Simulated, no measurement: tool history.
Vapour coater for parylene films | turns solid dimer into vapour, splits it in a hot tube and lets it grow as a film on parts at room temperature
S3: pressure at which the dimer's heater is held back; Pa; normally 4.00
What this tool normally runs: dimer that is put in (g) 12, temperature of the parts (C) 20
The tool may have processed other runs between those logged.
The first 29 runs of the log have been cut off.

Run 30, hour 1396.0: usual settings but dimer that is put in (g) 16, S3 9.97 Pa. Result: thickness of the film (um) 2.41.
Run 31, hour 1445.2: usual settings but dimer that is put in (g) 16, S3 9.97 Pa. Result: thickness of the film (um) 2.38.
Run 32, hour 1503.1: usual settings but dimer that is put in (g) 6, S3 3.28 Pa. Result: thickness of the film (um) 0.94.
At hour 1530.0: trap's valve overhauled.
Run 33, hour 1535.7: usual settings but dimer that is put in (g) 6, S3 3.28 Pa. Result: thickness of the film (um) 1.06.
Run 34, hour 1565.4: usual settings but dimer that is put in (g) 6, temperature of the parts (C) 24, S3 3.35 Pa. Result: thickness of the film (um) 0.89.
Run 35, hour 1627.4: usual settings but dimer that is put in (g) 9, temperature of the parts (C) 25, S3 2.57 Pa. Result: thickness of the film (um) 1.29.
Run 36, hour 1685.0: usual settings but dimer that is put in (g) 8, S3 5.44 Pa. Result: thickness of the film (um) 1.33.
Run 37, hour 1717.6: usual settings but temperature of the parts (C) 23, S3 8.31 Pa. Result: thickness of the film (um) 1.70.
Run 38, hour 1779.2: usual settings but dimer that is put in (g) 7, S3 4.89 Pa. Result: thickness of the film (um) 1.18.
Run 39, hour 1816.9: usual settings but dimer that is put in (g) 7, S3 4.89 Pa. Result: thickness of the film (um) 1.15.
Run 40, hour 1864.4: usual settings but dimer that is put in (g) 10, temperature of the parts (C) 13, S3 2.29 Pa. Result: thickness of the film (um) 2.32.
Run 41, hour 1897.7: usual settings but dimer that is put in (g) 10, temperature of the parts (C) 13, S3 2.29 Pa. Result: thickness of the film (um) 2.31.
Run 42, hour 1960.6: usual settings but dimer that is put in (g) 10, temperature of the parts (C) 21, S3 3.94 Pa. Result: thickness of the film (um) 1.57.

Consider 3 possible next runs. They are alternatives, not a sequence: every one starts from the tool as it was left by run 42. What does each give?
Run A, hour 2025.3: usual settings but temperature of the parts (C) 12, S3 3.01 Pa. Result: thickness of the film (um) ?.
Run B, hour 2025.3: usual settings but dimer that is put in (g) 9, temperature of the parts (C) 26, S3 3.94 Pa. Result: thickness of the film (um) ?.
Run C, hour 2025.3: usual settings but dimer that is put in (g) 5, S3 3.09 Pa. Result: thickness of the film (um) ?.

run  thickness of the film (um)
  A                        2.82
  B                        1.11
  C                        0.82
Without the tool's hidden state the same runs would have given:
run  thickness of the film (um)
  A                        3.03
  B                        1.19
  C                        0.88

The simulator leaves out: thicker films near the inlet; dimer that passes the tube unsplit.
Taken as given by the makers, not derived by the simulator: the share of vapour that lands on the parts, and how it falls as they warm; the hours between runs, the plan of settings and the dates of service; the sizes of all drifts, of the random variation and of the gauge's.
